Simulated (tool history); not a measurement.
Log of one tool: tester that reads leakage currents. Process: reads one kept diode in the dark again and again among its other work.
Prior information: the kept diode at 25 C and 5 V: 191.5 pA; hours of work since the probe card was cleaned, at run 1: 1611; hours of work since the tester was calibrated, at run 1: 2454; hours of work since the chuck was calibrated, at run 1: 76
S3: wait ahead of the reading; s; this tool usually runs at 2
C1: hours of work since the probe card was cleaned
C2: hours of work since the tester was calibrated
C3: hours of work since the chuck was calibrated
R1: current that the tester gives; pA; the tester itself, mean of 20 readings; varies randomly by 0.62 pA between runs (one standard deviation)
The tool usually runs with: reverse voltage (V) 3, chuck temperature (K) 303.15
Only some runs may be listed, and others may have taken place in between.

Run 1, hour 0: usual settings; C1 1611; C2 2454; C3 76. Result: R1 212.59 pA.
Run 2, hour 182.7: usual settings; C1 1731; C2 2575; C3 196. Result: R1 211.35 pA.
Run 3, hour 325.3: usual settings but S3 2.38 s; C1 1826; C2 2669; C3 291. Result: R1 209.9 pA.
Run 4, hour 458.7: usual settings but S3 2.38 s; C1 1914; C2 2757; C3 379. Result: R1 208.96 pA.
Run 5, hour 591.2: usual settings but S3 2.38 s; C1 2002; C2 2845; C3 467. Result: R1 207.77 pA.
At hour 698.2: tester calibrated.
Run 6, hour 786.2: usual settings; C1 2129; C2 58; C3 594. Result: R1 202.05 pA.
At hour 939.8: probe card cleaned and baked.
Run 7, hour 1020.1: usual settings but S3 0.33 s; C1 53; C2 211; C3 747. Result: R1 194.44 pA.
Run 8, hour 1247.8: usual settings but S3 0.33 s; C1 204; C2 362; C3 898. Result: R1 193.33 pA.
Run 9, hour 1368: usual settings but S3 0.33 s; C1 283; C2 441; C3 977. Result: R1 191.85 pA.
Run 10, hour 1494.3: usual settings but chuck temperature (K) 326.15, S3 0.33 s; C1 367; C2 525; C3 1061. Result: R1 882.94 pA.
Run 11, hour 1686.7: usual settings but chuck temperature (K) 326.15, S3 5.55 s; C1 494; C2 652; C3 1188. Result: R1 884.82 pA.
Run 12, hour 1804.9: usual settings but chuck temperature (K) 326.15, S3 5.55 s; C1 572; C2 730; C3 1266. Result: R1 879.28 pA.
At hour 1853.2: chuck's temperature calibrated.
Run 13, hour 1976.3: usual settings but chuck temperature (K) 326.15, S3 1.65 s; C1 684; C2 842; C3 81. Result: R1 947.22 pA.
Run 14, hour 2181.4: usual settings but chuck temperature (K) 326.15, S3 1.65 s; C1 820; C2 978; C3 217. Result: R1 937.81 pA.
Run 15, hour 2292: usual settings but chuck temperature (K) 326.15, S3 1.65 s; C1 893; C2 1051; C3 290. Result: R1 937.81 pA.
Run 16, hour 2503.2: usual settings but reverse voltage (V) 17.94; C1 1033; C2 1191; C3 430. Result: R1 577.06 pA.
Run 17, hour 2661.5: usual settings but reverse voltage (V) 17.94; C1 1138; C2 1295; C3 535. Result: R1 572.48 pA.
Run 18, hour 2828: usual settings but reverse voltage (V) 17.94; C1 1248; C2 1405; C3 645. Result: R1 569.08 pA.
Run 19, hour 2986.3: usual settings but reverse voltage (V) 17.94; C1 1352; C2 1510; C3 750. Result: R1 568.91 pA.
Run 20, hour 3081.3: usual settings but reverse voltage (V) 1.12; C1 1415; C2 1573; C3 812. Result: R1 114.29 pA.
Run 21, hour 3289.9: usual settings but reverse voltage (V) 12.41; C1 1553; C2 1711; C3 950. Result: R1 455.65 pA.
Run 22, hour 3476: usual settings but reverse voltage (V) 12.41; C1 1676; C2 1834; C3 1073. Result: R1 452.99 pA.
Run 23, hour 3622: usual settings but reverse voltage (V) 2.54, chuck temperature (K) 298.15, S3 4.61 s; C1 1773; C2 1931; C3 1170. Result: R1 126.64 pA.
Run 24, hour 3805.8: usual settings but reverse voltage (V) 2.54, chuck temperature (K) 298.15, S3 4.61 s; C1 1894; C2 2052; C3 1292. Result: R1 125.34 pA.
At hour 3822.2: chuck's temperature calibrated.
Run 25, hour 3915.9: usual settings but reverse voltage (V) 2.54, chuck temperature (K) 298.15, S3 4.61 s; C1 1966; C2 2124; C3 62. Result: R1 134.13 pA.
Run 26, hour 4044.4: usual settings but reverse voltage (V) 2.54, chuck temperature (K) 298.15, S3 4.61 s; C1 2051; C2 2209; C3 147. Result: R1 134.44 pA.
Run 27, hour 4251.7: usual settings but reverse voltage (V) 17.2, chuck temperature (K) 324.15, S3 1.85 s; C1 2188; C2 2346; C3 284. Result: R1 2274.65 pA.
At hour 4310.5: probe card cleaned and baked.
Run 28, hour 4350.8: usual settings but reverse voltage (V) 17.2, chuck temperature (K) 324.15, S3 1.96 s; C1 27; C2 2409; C3 348. Result: R1 2245 pA.
Run 29, hour 4499.4: usual settings but reverse voltage (V) 17.2, chuck temperature (K) 324.15, S3 0.52 s; C1 125; C2 2508; C3 446. Result: R1 2235.17 pA.
Run 30, hour 4712.1: usual settings but reverse voltage (V) 16.5, chuck temperature (K) 304.15; C1 266; C2 2648; C3 587. Result: R1 571.55 pA.
Run 31, hour 4854.8: usual settings but chuck temperature (K) 298.15; C1 360; C2 2743; C3 681. Result: R1 138.96 pA.
Run 32, hour 4968.1: usual settings but reverse voltage (V) 12.46, S3 2.28 s; C1 435; C2 2818; C3 756. Result: R1 449.32 pA.
At hour 5103.9: tester calibrated.
Run 33, hour 5189.9: usual settings but reverse voltage (V) 2.49, chuck temperature (K) 305.15, S3 4.4 s; C1 580; C2 57; C3 901. Result: R1 199.11 pA.
Run 34, hour 5368.9: usual settings but reverse voltage (V) 2.49, chuck temperature (K) 305.15, S3 4.4 s; C1 699; C2 175; C3 1020. Result: R1 198.65 pA.
Run 35, hour 5478: usual settings but reverse voltage (V) 3.89, chuck temperature (K) 305.15, S3 0.46 s; C1 771; C2 247; C3 1092. Result: R1 255.98 pA.
Run 36, hour 5589.5: usual settings but reverse voltage (V) 3.43, chuck temperature (K) 329.15, S3 3.42 s; C1 845; C2 321; C3 1166. Result: R1 1133.3 pA.
Run 37, hour 5722: usual settings but reverse voltage (V) 3.43, chuck temperature (K) 329.15, S3 3.42 s; C1 932; C2 409; C3 1253. Result: R1 1130.44 pA.
At hour 5795.1: chuck's temperature calibrated.
Run 38, hour 5915.7: usual settings but reverse voltage (V) 1.24, chuck temperature (K) 308.15, S3 5.19 s; C1 1059; C2 536; C3 80. Result: R1 177.17 pA.
Run 39, hour 6059.7: usual settings but reverse voltage (V) 5.98, chuck temperature (K) 330.15, S3 9.3 s; C1 1154; C2 631; C3 175. Result: R1 1793.54 pA.
Run 40, hour 6176.9: usual settings but reverse voltage (V) 10.93, chuck temperature (K) 330.15, S3 2.26 s; C1 1232; C2 708; C3 253. Result: R1 2515.21 pA.

Below are 3 alternative next runs, each starting from the tool's condition after run 40. Predict each:
Run A, hour 6391.6: usual settings but reverse voltage (V) 10.93, chuck temperature (K) 330.15, S3 1.5 s; C1 1374; C2 850; C3 395. Result: R1 ?.
Run B, hour 6391.6: usual settings but reverse voltage (V) 4.78; C1 1374; C2 850; C3 395. Result: R1 ?.
Run C, hour 6391.6: usual settings but reverse voltage (V) 2.23, chuck temperature (K) 317.15, S3 0.64 s; C1 1374; C2 850; C3 395. Result: R1 ?.

run       R1
  A  2503.02
  B   268.95
  C   447.44
Had the tool no hidden state, the same runs would have come out as:
run      R1
  A  2520.6
  B  267.76
  C  451.08
